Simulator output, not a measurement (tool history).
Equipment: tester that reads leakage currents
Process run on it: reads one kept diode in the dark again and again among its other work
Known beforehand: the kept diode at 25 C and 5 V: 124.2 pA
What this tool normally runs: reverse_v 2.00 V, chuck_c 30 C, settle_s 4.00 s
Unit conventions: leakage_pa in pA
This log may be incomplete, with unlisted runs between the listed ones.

run   hour  reverse_v  chuck_c  settle_s  leakage_pa
  1    0.0       2.00       30      4.00      132.45
  2   41.3       2.00       30      4.00      131.66
  3   77.0       2.00       30      4.00      132.40
  4  122.2       2.00       30      4.00      132.46
  5  149.7       2.00       30      4.00      133.50
     156.7  -- chuck's temperature calibrated
  6  181.9       2.00       30      4.00      133.09
  7  221.5       2.00       30      4.00      134.65
  8  252.9       2.00       30      4.00      134.52
  9  303.5       2.00       30      4.00      134.88
 10  337.7       2.00       30      4.00      134.63
 11  378.5       4.37       21      0.33       93.85
     414.1  -- chuck's temperature calibrated, once more
 12  428.8      10.61       30      4.26      250.13
 13  471.0      10.61       30      4.26      251.19

5 options for the next run, each taken on its own from the tool as it stands now. Forecast them:
  A  511.9       2.11       30      0.79           ?
  B  511.9       2.24       44      6.65           ?
  C  511.9       9.72       32      0.77           ?
  D  511.9       1.90       30      4.00           ?
  E  511.9       7.16       37      4.26           ?

run  leakage_pa
  A      133.79
  B      373.09
  C      284.96
  D      128.12
  E      358.76
With the hidden condition removed and each run's random variation left untouched, the same runs would have given:
run  leakage_pa
  A      131.51
  B      370.16
  C      275.65
  D      126.04
  E      351.52
